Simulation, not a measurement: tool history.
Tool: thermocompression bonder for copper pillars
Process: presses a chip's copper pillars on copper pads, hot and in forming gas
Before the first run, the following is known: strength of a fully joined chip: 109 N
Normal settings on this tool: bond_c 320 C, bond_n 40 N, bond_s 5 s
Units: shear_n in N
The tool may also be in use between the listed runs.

| run | hour | bond_c | bond_n | bond_s | shear_n |
|---|---|---|---|---|---|
| 1 | 0.0 | 320 | 40 | 5 | 78.2 |
| 2 | 16.5 | 320 | 40 | 5 | 78.0 |
| 3 | 31.8 | 320 | 40 | 4 | 73.6 |
| 4 | 43.1 | 320 | 50 | 5 | 88.6 |
| 5 | 55.9 | 320 | 50 | 5 | 87.6 |
| 6 | 65.3 | 324 | 40 | 5 | 79.5 |
|  | 68.5 | heater calibrated with a thermocouple chip |
| 7 | 75.7 | 324 | 40 | 5 | 80.3 |
| 8 | 87.6 | 320 | 42 | 8 | 89.2 |
| 9 | 99.8 | 330 | 55 | 6 | 98.0 |
| 10 | 116.4 | 305 | 40 | 7 | 76.5 |
| 11 | 131.5 | 312 | 53 | 12 | 99.1 |
| 12 | 145.6 | 312 | 38 | 11 | 85.2 |
|  | 152.9 | heater calibrated with a thermocouple chip, once more |
| 13 | 157.2 | 330 | 51 | 15 | 101.8 |

Consider 4 possible next runs. They are alternatives, not a sequence: every one starts from the tool as it was left by run 13. What does each give?
| A | 170.5 | 320 | 29 | 5 | ? |
| B | 170.5 | 330 | 44 | 3 | ? |
| C | 170.5 | 304 | 55 | 12 | ? |
| D | 170.5 | 347 | 40 | 5 | ? |

| run | shear_n |
|---|---|
| A | 57.2 |
| B | 75.0 |
| C | 95.5 |
| D | 86.1 |
Stripped of hidden state, with their random variation kept, the same runs would have yielded:
| run | shear_n |
|---|---|
| A | 58.2 |
| B | 76.5 |
| C | 98.0 |
| D | 88.1 |
